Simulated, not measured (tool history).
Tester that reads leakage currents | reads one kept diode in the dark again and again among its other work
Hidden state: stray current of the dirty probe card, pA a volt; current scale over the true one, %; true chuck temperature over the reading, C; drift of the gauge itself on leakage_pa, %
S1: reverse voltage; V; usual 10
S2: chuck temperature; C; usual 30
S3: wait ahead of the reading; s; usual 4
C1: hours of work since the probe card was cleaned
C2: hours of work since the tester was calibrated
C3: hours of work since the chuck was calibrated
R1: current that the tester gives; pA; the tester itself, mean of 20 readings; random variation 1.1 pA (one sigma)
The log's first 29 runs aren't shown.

{"run": 30, "day": 188.046, "S1": 1.5, "S2": 20, "S3": 4, "C1": 248, "C2": 683, "C3": 765, "R1": 66.99}
{"run": 31, "day": 195.229, "S1": 2.3, "S2": 25, "S3": 7.14, "C1": 380, "C2": 815, "C3": 897, "R1": 127.92}
{"run": 32, "day": 200.192, "S1": 10, "S2": 38, "S3": 4, "C1": 471, "C2": 906, "C3": 988, "R1": 777.66}
{"day": 202.233, "done": "chuck's temperature calibrated"}
{"run": 33, "day": 207.604, "S1": 10, "S2": 55, "S3": 7.71, "C1": 606, "C2": 1040, "C3": 99, "R1": 2153.54}
{"run": 34, "day": 211.521, "S1": 1.4, "S2": 35, "S3": 1.24, "C1": 678, "C2": 1112, "C3": 171, "R1": 182.25}
{"run": 35, "day": 215.167, "S1": 1.4, "S2": 48, "S3": 3.14, "C1": 745, "C2": 1179, "C3": 238, "R1": 454.3}
{"run": 36, "day": 222.162, "S1": 1.4, "S2": 48, "S3": 3.14, "C1": 873, "C2": 1308, "C3": 366, "R1": 460.56}
{"run": 37, "day": 226.692, "S1": 10, "S2": 50, "S3": 0.63, "C1": 956, "C2": 1391, "C3": 449, "R1": 1623.92}
{"run": 38, "day": 231.558, "S1": 13.1, "S2": 43, "S3": 1.59, "C1": 1046, "C2": 1480, "C3": 539, "R1": 1197.68}

Forecast each of these 5 alternatives for the next run:
{"run": "A", "day": 235.204, "S1": 14.3, "S2": 43, "S3": 1.59, "C1": 1113, "C2": 1547, "C3": 606, "R1": "?"}
{"run": "B", "day": 235.204, "S1": 5.2, "S2": 30, "S3": 1.03, "C1": 1113, "C2": 1547, "C3": 606, "R1": "?"}
{"run": "C", "day": 235.204, "S1": 2.2, "S2": 30, "S3": 3.37, "C1": 1113, "C2": 1547, "C3": 606, "R1": "?"}
{"run": "D", "day": 235.204, "S1": 10, "S2": 37, "S3": 8.43, "C1": 1113, "C2": 1547, "C3": 606, "R1": "?"}
{"run": "E", "day": 235.204, "S1": 11.1, "S2": 38, "S3": 2.91, "C1": 1113, "C2": 1547, "C3": 606, "R1": "?"}

run=A R1=1270.33
run=B R1=284.54
run=C R1=172.4
run=D R1=683.03
run=E R1=774.45
Without the tool's hidden state the same runs would have given:
run=A R1=1194.29
run=B R1=265.39
run=C R1=160.98
run=D R1=639.79
run=E R1=725.85
